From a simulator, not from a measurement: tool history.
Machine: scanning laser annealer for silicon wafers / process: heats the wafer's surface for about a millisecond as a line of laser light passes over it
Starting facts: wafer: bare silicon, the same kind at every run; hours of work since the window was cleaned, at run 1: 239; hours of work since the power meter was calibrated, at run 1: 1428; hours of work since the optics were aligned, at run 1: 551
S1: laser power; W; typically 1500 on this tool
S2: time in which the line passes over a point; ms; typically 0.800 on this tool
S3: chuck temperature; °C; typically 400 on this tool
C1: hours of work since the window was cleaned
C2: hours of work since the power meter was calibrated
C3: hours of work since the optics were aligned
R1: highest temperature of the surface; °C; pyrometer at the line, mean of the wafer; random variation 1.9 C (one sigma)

run,day,S1,S2,S3,C1,C2,C3,R1
1,0.000,1500,0.800,400,239,1428,551,1101
2,1.404,1500,0.800,400,264,1453,576,1097
3,3.879,1491,0.800,400,308,1497,621,1084
4,6.533,1491,0.800,400,356,1545,668,1083
5,7.867,1491,0.800,400,380,1569,692,1079
6,9.350,1491,0.800,400,406,1595,719,1077
7,10.850,1500,0.800,408,433,1622,746,1088
8,13.317,1500,0.800,408,478,1667,790,1083
9,15.879,1500,0.800,408,524,1713,836,1078
# day 16.188: window over the wafer cleaned
10,18.062,1500,0.800,408,34,1750,874,1126
11,19.767,1500,0.800,400,64,1781,905,1112
12,21.833,1500,0.800,400,101,1818,942,1115
13,24.404,1500,0.800,400,148,1864,988,1107
14,26.679,1500,0.915,400,188,1905,1029,1147
15,28.167,1500,0.915,400,215,1932,1055,1145
16,30.862,1500,0.915,400,263,1980,1104,1138
17,33.204,1500,0.586,400,305,2022,1146,1005
18,34.446,1500,0.586,400,328,2044,1168,1001
19,37.075,1500,0.586,400,375,2092,1215,992
20,38.575,1500,0.586,400,402,2119,1242,996
21,39.925,1500,0.800,400,426,2143,1266,1080
22,42.417,1347,0.800,408,471,2188,1311,993
# day 43.121: optics aligned, line set to its width
23,44.925,1347,0.800,408,512,2229,32,982
# day 45.979: window over the wafer cleaned
24,47.025,1455,0.800,383,19,2265,69,1068
25,49.412,1300,0.642,400,62,2308,111,928
26,51.742,1335,0.615,400,103,2350,153,931
27,53.325,1335,0.615,400,132,2378,182,932

What will run 28 give?
28,54.758,1307,0.610,401,158,2404,207,?

Run 28 yielded R1 916 °C.
Take away the tool's hidden state, keep the run-to-run variation as it was, and the same run would have given R1 931 °C.
